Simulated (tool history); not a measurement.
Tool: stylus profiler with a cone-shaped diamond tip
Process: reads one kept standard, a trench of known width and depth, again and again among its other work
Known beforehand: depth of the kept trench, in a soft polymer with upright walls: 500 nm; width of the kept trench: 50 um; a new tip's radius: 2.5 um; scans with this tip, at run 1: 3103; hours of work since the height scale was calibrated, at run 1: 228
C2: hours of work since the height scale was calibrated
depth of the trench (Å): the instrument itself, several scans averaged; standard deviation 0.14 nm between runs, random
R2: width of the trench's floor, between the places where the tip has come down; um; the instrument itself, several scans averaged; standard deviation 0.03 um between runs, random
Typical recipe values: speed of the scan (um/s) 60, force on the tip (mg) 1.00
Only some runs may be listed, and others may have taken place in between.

run 1 day=0.000 | speed_of_the_scan_(um/s)=60 force_on_the_tip_(mg)=1.00 | scans_with_this_tip=3103 C2=228 | depth_of_the_trench_(Å)=5011.4 R2=46.59
run 2 day=1.079 | speed_of_the_scan_(um/s)=37 force_on_the_tip_(mg)=1.00 | scans_with_this_tip=3302 C2=242 | depth_of_the_trench_(Å)=5013.7 R2=46.57
run 3 day=2.592 | speed_of_the_scan_(um/s)=60 force_on_the_tip_(mg)=1.67 | scans_with_this_tip=3579 C2=263 | depth_of_the_trench_(Å)=5017.8 R2=46.57
run 4 day=3.608 | speed_of_the_scan_(um/s)=60 force_on_the_tip_(mg)=1.67 | scans_with_this_tip=3767 C2=276 | depth_of_the_trench_(Å)=5018.1 R2=46.58
run 5 day=5.012 | speed_of_the_scan_(um/s)=60 force_on_the_tip_(mg)=1.67 | scans_with_this_tip=4024 C2=295 | depth_of_the_trench_(Å)=5018.9 R2=46.43
run 6 day=5.912 | speed_of_the_scan_(um/s)=60 force_on_the_tip_(mg)=1.00 | scans_with_this_tip=4190 C2=308 | depth_of_the_trench_(Å)=5009.2 R2=46.47
run 7 day=6.917 | speed_of_the_scan_(um/s)=60 force_on_the_tip_(mg)=0.86 | scans_with_this_tip=4374 C2=321 | depth_of_the_trench_(Å)=5009.3 R2=46.40
run 8 day=8.279 | speed_of_the_scan_(um/s)=40 force_on_the_tip_(mg)=1.00 | scans_with_this_tip=4625 C2=339 | depth_of_the_trench_(Å)=5006.6 R2=46.45
run 9 day=9.238 | speed_of_the_scan_(um/s)=40 force_on_the_tip_(mg)=1.00 | scans_with_this_tip=4801 C2=352 | depth_of_the_trench_(Å)=5011.5 R2=46.46
run 10 day=9.954 | speed_of_the_scan_(um/s)=40 force_on_the_tip_(mg)=1.00 | scans_with_this_tip=4933 C2=362 | depth_of_the_trench_(Å)=5008.7 R2=46.42
run 11 day=11.204 | speed_of_the_scan_(um/s)=40 force_on_the_tip_(mg)=1.00 | scans_with_this_tip=5163 C2=379 | depth_of_the_trench_(Å)=5011.4 R2=46.39
run 12 day=12.612 | speed_of_the_scan_(um/s)=60 force_on_the_tip_(mg)=1.93 | scans_with_this_tip=5421 C2=398 | depth_of_the_trench_(Å)=5020.5 R2=46.37
run 13 day=13.892 | speed_of_the_scan_(um/s)=195 force_on_the_tip_(mg)=1.00 | scans_with_this_tip=5657 C2=415 | depth_of_the_trench_(Å)=5005.0 R2=45.85
run 14 day=14.517 | speed_of_the_scan_(um/s)=195 force_on_the_tip_(mg)=1.00 | scans_with_this_tip=5771 C2=424 | depth_of_the_trench_(Å)=5005.3 R2=45.90
run 15 day=15.396 | speed_of_the_scan_(um/s)=60 force_on_the_tip_(mg)=1.05 | scans_with_this_tip=5933 C2=435 | depth_of_the_trench_(Å)=5005.8 R2=46.27
run 16 day=16.558 | speed_of_the_scan_(um/s)=60 force_on_the_tip_(mg)=1.05 | scans_with_this_tip=6146 C2=451 | depth_of_the_trench_(Å)=5009.8 R2=46.27
run 17 day=17.579 | speed_of_the_scan_(um/s)=19 force_on_the_tip_(mg)=1.00 | scans_with_this_tip=6334 C2=465 | depth_of_the_trench_(Å)=5005.0 R2=46.37
run 18 day=18.962 | speed_of_the_scan_(um/s)=19 force_on_the_tip_(mg)=1.00 | scans_with_this_tip=6588 C2=484 | depth_of_the_trench_(Å)=5004.0 R2=46.37
run 19 day=19.808 | speed_of_the_scan_(um/s)=19 force_on_the_tip_(mg)=1.00 | scans_with_this_tip=6743 C2=495 | depth_of_the_trench_(Å)=5007.0 R2=46.36
run 20 day=20.825 | speed_of_the_scan_(um/s)=19 force_on_the_tip_(mg)=1.00 | scans_with_this_tip=6930 C2=509 | depth_of_the_trench_(Å)=5006.1 R2=46.35
run 21 day=21.588 | speed_of_the_scan_(um/s)=19 force_on_the_tip_(mg)=1.00 | scans_with_this_tip=7070 C2=519 | depth_of_the_trench_(Å)=5003.4 R2=46.29
run 22 day=22.525 | speed_of_the_scan_(um/s)=19 force_on_the_tip_(mg)=1.00 | scans_with_this_tip=7243 C2=532 | depth_of_the_trench_(Å)=5004.2 R2=46.28
run 23 day=23.642 | speed_of_the_scan_(um/s)=19 force_on_the_tip_(mg)=1.00 | scans_with_this_tip=7448 C2=547 | depth_of_the_trench_(Å)=5003.3 R2=46.27
run 24 day=24.933 | speed_of_the_scan_(um/s)=19 force_on_the_tip_(mg)=1.00 | scans_with_this_tip=7686 C2=564 | depth_of_the_trench_(Å)=5002.4 R2=46.27
run 25 day=26.029 | speed_of_the_scan_(um/s)=18 force_on_the_tip_(mg)=1.94 | scans_with_this_tip=7887 C2=579 | depth_of_the_trench_(Å)=5013.2 R2=46.26
run 26 day=26.750 | speed_of_the_scan_(um/s)=18 force_on_the_tip_(mg)=1.94 | scans_with_this_tip=8020 C2=589 | depth_of_the_trench_(Å)=5014.1 R2=46.27
run 27 day=27.550 | speed_of_the_scan_(um/s)=18 force_on_the_tip_(mg)=1.94 | scans_with_this_tip=8167 C2=599 | depth_of_the_trench_(Å)=5015.2 R2=46.25
run 28 day=28.333 | speed_of_the_scan_(um/s)=76 force_on_the_tip_(mg)=1.00 | scans_with_this_tip=8310 C2=610 | depth_of_the_trench_(Å)=5003.9 R2=46.06
run 29 day=29.154 | speed_of_the_scan_(um/s)=36 force_on_the_tip_(mg)=1.00 | scans_with_this_tip=8461 C2=621 | depth_of_the_trench_(Å)=5000.8 R2=46.14
run 30 day=29.946 | speed_of_the_scan_(um/s)=23 force_on_the_tip_(mg)=0.55 | scans_with_this_tip=8607 C2=632 | depth_of_the_trench_(Å)=4995.0 R2=46.12
run 31 day=30.704 | speed_of_the_scan_(um/s)=110 force_on_the_tip_(mg)=0.53 | scans_with_this_tip=8746 C2=642 | depth_of_the_trench_(Å)=4998.6 R2=45.75
-- day=30.862 height scale calibrated on a step standard
run 32 day=31.742 | speed_of_the_scan_(um/s)=37 force_on_the_tip_(mg)=1.39 | scans_with_this_tip=8933 C2=12 | depth_of_the_trench_(Å)=4995.7 R2=46.11
run 33 day=32.692 | speed_of_the_scan_(um/s)=173 force_on_the_tip_(mg)=0.49 | scans_with_this_tip=9107 C2=25 | depth_of_the_trench_(Å)=4983.8 R2=45.41
run 34 day=33.900 | speed_of_the_scan_(um/s)=192 force_on_the_tip_(mg)=2.01 | scans_with_this_tip=9329 C2=41 | depth_of_the_trench_(Å)=5000.9 R2=45.74
run 35 day=34.792 | speed_of_the_scan_(um/s)=192 force_on_the_tip_(mg)=2.01 | scans_with_this_tip=9493 C2=53 | depth_of_the_trench_(Å)=5001.5 R2=45.77
run 36 day=35.942 | speed_of_the_scan_(um/s)=20 force_on_the_tip_(mg)=0.47 | scans_with_this_tip=9705 C2=69 | depth_of_the_trench_(Å)=4982.4 R2=45.99
run 37 day=37.025 | speed_of_the_scan_(um/s)=108 force_on_the_tip_(mg)=0.57 | scans_with_this_tip=9904 C2=83 | depth_of_the_trench_(Å)=4983.2 R2=45.72
-- day=38.171 height scale calibrated on a step standard, once more
run 38 day=38.475 | speed_of_the_scan_(um/s)=200 force_on_the_tip_(mg)=1.10 | scans_with_this_tip=10166 C2=4 | depth_of_the_trench_(Å)=5023.3 R2=45.50
run 39 day=39.433 | speed_of_the_scan_(um/s)=22 force_on_the_tip_(mg)=0.49 | scans_with_this_tip=10342 C2=17 | depth_of_the_trench_(Å)=5012.5 R2=46.02
run 40 day=40.771 | speed_of_the_scan_(um/s)=22 force_on_the_tip_(mg)=0.49 | scans_with_this_tip=10588 C2=35 | depth_of_the_trench_(Å)=5016.3 R2=45.95
run 41 day=41.725 | speed_of_the_scan_(um/s)=22 force_on_the_tip_(mg)=0.49 | scans_with_this_tip=10763 C2=48 | depth_of_the_trench_(Å)=5012.3 R2=46.00
run 42 day=43.033 | speed_of_the_scan_(um/s)=25 force_on_the_tip_(mg)=0.38 | scans_with_this_tip=11004 C2=66 | depth_of_the_trench_(Å)=5009.6 R2=45.94
run 43 day=44.504 | speed_of_the_scan_(um/s)=186 force_on_the_tip_(mg)=0.38 | scans_with_this_tip=11274 C2=85 | depth_of_the_trench_(Å)=5009.5 R2=45.07
run 44 day=45.896 | speed_of_the_scan_(um/s)=186 force_on_the_tip_(mg)=0.38 | scans_with_this_tip=11530 C2=104 | depth_of_the_trench_(Å)=5008.8 R2=45.08
run 45 day=46.842 | speed_of_the_scan_(um/s)=41 force_on_the_tip_(mg)=1.99 | scans_with_this_tip=11704 C2=117 | depth_of_the_trench_(Å)=5027.2 R2=45.88
run 46 day=48.021 | speed_of_the_scan_(um/s)=24 force_on_the_tip_(mg)=2.64 | scans_with_this_tip=11920 C2=133 | depth_of_the_trench_(Å)=5033.9 R2=45.99
run 47 day=49.296 | speed_of_the_scan_(um/s)=223 force_on_the_tip_(mg)=1.58 | scans_with_this_tip=12155 C2=150 | depth_of_the_trench_(Å)=5021.9 R2=45.41

Each row is a separate what-if for the run after 47, all from the same tool condition, not one after another. Results?
run A day=49.929 | speed_of_the_scan_(um/s)=61 force_on_the_tip_(mg)=1.65 | scans_with_this_tip=12271 C2=159 | depth_of_the_trench_(Å)=? R2=?
run B day=49.929 | speed_of_the_scan_(um/s)=60 force_on_the_tip_(mg)=0.85 | scans_with_this_tip=12271 C2=159 | depth_of_the_trench_(Å)=? R2=?
run C day=49.929 | speed_of_the_scan_(um/s)=17 force_on_the_tip_(mg)=1.79 | scans_with_this_tip=12271 C2=159 | depth_of_the_trench_(Å)=? R2=?

run=A depth_of_the_trench_(Å)=5024.2 R2=45.84
run=B depth_of_the_trench_(Å)=5013.3 R2=45.76
run=C depth_of_the_trench_(Å)=5028.0 R2=45.95
With the hidden condition removed and each run's random variation left untouched, the same runs would have given:
run=A depth_of_the_trench_(Å)=5025.0 R2=46.88
run=B depth_of_the_trench_(Å)=5014.1 R2=46.81
run=C depth_of_the_trench_(Å)=5028.8 R2=47.00
